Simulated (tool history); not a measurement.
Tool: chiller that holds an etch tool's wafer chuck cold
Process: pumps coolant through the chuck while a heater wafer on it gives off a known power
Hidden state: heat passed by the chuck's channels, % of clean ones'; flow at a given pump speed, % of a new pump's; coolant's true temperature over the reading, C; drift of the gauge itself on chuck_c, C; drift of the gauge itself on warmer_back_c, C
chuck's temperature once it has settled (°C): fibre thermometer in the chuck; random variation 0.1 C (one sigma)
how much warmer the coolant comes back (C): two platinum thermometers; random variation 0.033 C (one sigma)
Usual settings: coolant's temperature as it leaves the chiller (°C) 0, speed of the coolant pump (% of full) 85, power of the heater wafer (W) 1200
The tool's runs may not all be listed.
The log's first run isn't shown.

run,hour,coolant's temperature as it leaves the chiller (°C),speed of the coolant pump (% of full),power of the heater wafer (W),hours since the coolant was changed and the channels were flushed,hours since the pump was overhauled,hours since the chiller's thermometer was calibrated,chuck's temperature once it has settled (°C),how much warmer the coolant comes back (C)
2,107.8,0,85,1200,5018,2837,1539,9.5,4.96
3,160.8,0,72,1200,5071,2890,1592,11.2,5.81
4,219.4,0,78,1200,5130,2949,1650,10.5,5.42
5,320.4,0,78,1200,5231,3050,1751,10.4,5.39
6,396.4,0,78,1200,5306,3126,1827,10.4,5.4
7,459.2,0,85,1200,5369,3189,1890,9.6,4.94
8,559.2,0,85,1200,5469,3289,1990,9.6,5
9,666.8,0,85,1200,5577,3396,2098,9.7,5.02
10,775.1,8,85,1200,5685,3505,2206,17.7,5.06
11,883.5,0,85,1200,5794,3613,2314,9.9,5.03
12,953.1,0,74,1200,5863,3683,2384,11.1,5.85
13,1000.2,0,74,1200,5910,3730,2431,11,5.84
14,1107,0,74,1200,6017,3837,2538,11.3,5.84
15,1192.4,0,85,689,6102,3922,2623,5.7,2.86
16,1299.5,0,85,689,6210,4029,2730,5.6,2.99
17,1355.6,-4,97,1108,6266,4085,2786,4.3,4.11
18,1414.2,-4,88,1108,6324,4144,2845,5,4.62

Run 19 comes next. What will it give?
19,1499.6,-4,88,1108,6410,4229,2930,?,?

{"run 19": {"chuck's temperature once it has settled (°C)": 5, "how much warmer the coolant comes back (C)": 4.52}}
Without the tool's hidden state the same run would have given chuck's temperature once it has settled (°C) 3.2, how much warmer the coolant comes back (C) 4.08.

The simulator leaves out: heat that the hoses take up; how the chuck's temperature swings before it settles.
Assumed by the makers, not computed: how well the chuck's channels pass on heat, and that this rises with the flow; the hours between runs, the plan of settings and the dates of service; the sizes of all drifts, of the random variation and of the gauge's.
